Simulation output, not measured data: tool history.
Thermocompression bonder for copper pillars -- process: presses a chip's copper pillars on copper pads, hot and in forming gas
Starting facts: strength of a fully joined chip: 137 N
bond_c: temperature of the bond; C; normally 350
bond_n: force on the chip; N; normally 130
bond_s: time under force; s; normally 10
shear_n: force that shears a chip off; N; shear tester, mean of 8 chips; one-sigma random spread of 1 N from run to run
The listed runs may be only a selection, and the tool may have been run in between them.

run	hour	bond_c	bond_n	bond_s	shear_n
1	0	350	130	10	90.9
# hour 30.4: forming gas filter changed
2	64.3	350	130	30	117
3	143.3	350	130	30	114.8
4	188.4	350	130	30	115.6
5	269	350	130	30	112.9
6	340.8	350	130	21	106.1
7	411.1	350	130	21	106.4
8	479.6	350	130	21	103.7
# hour 522.3: forming gas filter changed
9	538.8	350	130	15	102.5
10	593.7	350	130	10	89.3
11	635.4	350	130	10	88.9
12	718.4	350	130	10	89.1
13	795.5	350	130	10	89.2
14	844.9	350	130	10	88.2
15	905.9	350	130	10	90.5
16	974.9	350	155	10	97.9
# hour 1016: forming gas filter changed
17	1043.6	350	155	10	100.7
18	1088.9	348	130	10	87.9
19	1126.1	348	130	10	88
20	1174.8	348	130	7	79.8
21	1222.7	350	123	7	76.4
22	1271.9	350	178	6	97.3
23	1338.7	350	118	15	91.3
24	1412.8	365	125	12	97.8
25	1493.8	365	125	12	98.6
# hour 1502.4: heater calibrated with a thermocouple chip
# hour 1512.7: forming gas filter changed
26	1582.5	331	125	12	75.2
27	1638.3	331	125	12	77.7
28	1708.3	326	146	12	80.7
# hour 1738.6: heater calibrated with a thermocouple chip, once more
29	1790.2	326	146	12	76.5
30	1847.7	326	146	12	75.6
31	1889.1	331	173	5	70.2
32	1930.2	376	100	6	71.6
33	1992	376	100	6	72.5
# hour 2009.7: forming gas filter changed
34	2031.5	375	170	6	107.5
35	2089	375	170	6	106
36	2161.1	375	170	6	107.1
37	2229.8	348	130	10	80.6

Below are 4 alternative next runs, each starting from the tool's condition after run 37. Predict each:
A	2266.6	348	130	26	?
B	2266.6	342	160	30	?
C	2266.6	348	91	10	?
D	2266.6	367	168	16	?

run	shear_n
A	103.7
B	113.8
C	60.3
D	120.8
With no hidden state in the tool, these same runs would have given:
run	shear_n
A	111.2
B	120.6
C	67.2
D	127.2
